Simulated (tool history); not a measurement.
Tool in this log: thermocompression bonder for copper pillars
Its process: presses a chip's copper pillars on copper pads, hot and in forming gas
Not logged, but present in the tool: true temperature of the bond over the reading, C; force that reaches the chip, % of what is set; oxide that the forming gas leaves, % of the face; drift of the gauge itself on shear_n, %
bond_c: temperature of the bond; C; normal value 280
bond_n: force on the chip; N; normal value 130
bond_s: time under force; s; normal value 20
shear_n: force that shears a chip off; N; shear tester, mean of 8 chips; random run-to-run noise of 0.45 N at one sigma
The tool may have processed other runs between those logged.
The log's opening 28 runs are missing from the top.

| run | hour | bond_c | bond_n | bond_s | hours of work since the heater was calibrated | hours of work since the force cell was calibrated | hours of work since the gas filter was changed | shear_n |
|---|---|---|---|---|---|---|---|---|
| 29 | 852.7 | 280 | 130 | 30 | 518 | 44 | 174 | 67.3 |
| 30 | 873 | 279 | 130 | 20 | 527 | 53 | 182 | 60.5 |
| 31 | 902.7 | 293 | 89 | 20 | 540 | 66 | 196 | 56.3 |
| 32 | 922.4 | 293 | 89 | 20 | 549 | 75 | 204 | 56 |
| 33 | 953.9 | 280 | 165 | 43 | 563 | 89 | 218 | 74.4 |
| 34 | 974.7 | 291 | 87 | 14 | 572 | 98 | 227 | 48.3 |
| 35 | 1011.1 | 291 | 87 | 14 | 588 | 114 | 244 | 49 |
| 36 | 1033.8 | 287 | 94 | 57 | 598 | 124 | 254 | 68.6 |
| 37 | 1071.2 | 279 | 130 | 57 | 615 | 141 | 270 | 72.4 |
| 38 | 1088.3 | 251 | 110 | 26 | 622 | 148 | 278 | 47.2 |
| 39 | 1106.4 | 269 | 130 | 15 | 630 | 156 | 286 | 50.1 |
| 40 | 1125.9 | 285 | 130 | 20 | 639 | 165 | 294 | 60.6 |

Here are 4 independent what-if runs from the current tool condition. What would each one return?
| A | 1151.8 | 263 | 128 | 17 | 650 | 177 | 306 | ? |
| B | 1151.8 | 290 | 130 | 20 | 650 | 177 | 306 | ? |
| C | 1151.8 | 280 | 99 | 47 | 650 | 177 | 306 | ? |
| D | 1151.8 | 280 | 83 | 20 | 650 | 177 | 306 | ? |

| run | shear_n |
|---|---|
| A | 49.6 |
| B | 61.7 |
| C | 64.2 |
| D | 48 |
Without the tool's hidden state the same runs would have given:
| run | shear_n |
|---|---|
| A | 52.3 |
| B | 66 |
| C | 68.6 |
| D | 50.8 |
